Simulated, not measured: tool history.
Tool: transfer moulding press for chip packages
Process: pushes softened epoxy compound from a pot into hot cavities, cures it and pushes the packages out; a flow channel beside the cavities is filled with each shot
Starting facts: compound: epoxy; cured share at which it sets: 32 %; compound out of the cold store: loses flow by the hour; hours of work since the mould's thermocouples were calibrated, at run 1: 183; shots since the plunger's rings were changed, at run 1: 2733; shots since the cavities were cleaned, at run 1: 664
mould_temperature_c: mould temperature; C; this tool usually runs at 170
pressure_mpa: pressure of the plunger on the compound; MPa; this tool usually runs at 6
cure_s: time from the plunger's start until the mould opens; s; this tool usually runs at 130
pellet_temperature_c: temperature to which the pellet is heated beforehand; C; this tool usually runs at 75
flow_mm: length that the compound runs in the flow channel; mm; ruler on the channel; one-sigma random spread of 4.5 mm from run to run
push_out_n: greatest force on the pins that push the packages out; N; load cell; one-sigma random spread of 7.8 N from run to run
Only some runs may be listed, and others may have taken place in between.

| run | hour | mould_temperature_c | pressure_mpa | cure_s | pellet_temperature_c | hours of work since the mould's thermocouples were calibrated | shots since the plunger's rings were changed | shots since the cavities were cleaned | incoming compound's hours out of the cold store | flow_mm | push_out_n |
|---|---|---|---|---|---|---|---|---|---|---|---|
| 1 | 0 | 170 | 6 | 130 | 75 | 183 | 2733 | 664 | 40.4 | 640 | 463 |
| 2 | 5 | 170 | 6 | 130 | 75 | 186 | 2778 | 709 | 34.7 | 664 | 477 |
|  | 8 | cavities cleaned with cleaning compound and waxed |
| 3 | 13.4 | 170 | 7.33 | 130 | 75 | 191 | 2841 | 49 | 22 | 788 | 356 |
| 4 | 18.7 | 170 | 7.33 | 130 | 75 | 194 | 2888 | 96 | 46.4 | 699 | 376 |
| 5 | 26.5 | 170 | 7.33 | 130 | 75 | 199 | 2958 | 166 | 15.7 | 810 | 372 |
| 6 | 32.8 | 170 | 6 | 130 | 75 | 203 | 3015 | 223 | 8.4 | 755 | 419 |
| 7 | 40.7 | 170 | 6 | 130 | 75 | 208 | 3086 | 294 | 27.3 | 693 | 414 |
| 8 | 45.4 | 170 | 6 | 130 | 75 | 211 | 3128 | 336 | 33.8 | 665 | 426 |
| 9 | 53.5 | 170 | 4.84 | 124 | 80 | 216 | 3202 | 410 | 29.6 | 612 | 446 |
| 10 | 60 | 175 | 6.73 | 164 | 78 | 220 | 3260 | 468 | 37.3 | 684 | 415 |
| 11 | 67.6 | 175 | 6.73 | 164 | 78 | 225 | 3328 | 536 | 38.5 | 673 | 431 |
| 12 | 72.8 | 163 | 6.73 | 118 | 78 | 228 | 3375 | 583 | 33.4 | 729 | 697 |
| 13 | 77.5 | 165 | 5.75 | 117 | 74 | 231 | 3418 | 626 | 21.5 | 698 | 653 |

Predict each of these 4 candidate next runs independently; none follows another, all start after run 13:
| A | 86.5 | 170 | 6.18 | 130 | 75 | 237 | 3498 | 706 | 16 | ? | ? |
| B | 86.5 | 170 | 4.87 | 130 | 82 | 237 | 3498 | 706 | 14.5 | ? | ? |
| C | 86.5 | 165 | 5.1 | 117 | 74 | 237 | 3498 | 706 | 34.7 | ? | ? |
| D | 86.5 | 175 | 7.43 | 154 | 74 | 237 | 3498 | 706 | 19.9 | ? | ? |

| run | flow_mm | push_out_n |
|---|---|---|
| A | 730 | 469 |
| B | 656 | 475 |
| C | 624 | 625 |
| D | 776 | 454 |
What these runs would have given with no unlogged condition in the tool:
| run | flow_mm | push_out_n |
|---|---|---|
| A | 762 | 333 |
| B | 684 | 339 |
| C | 651 | 451 |
| D | 810 | 321 |
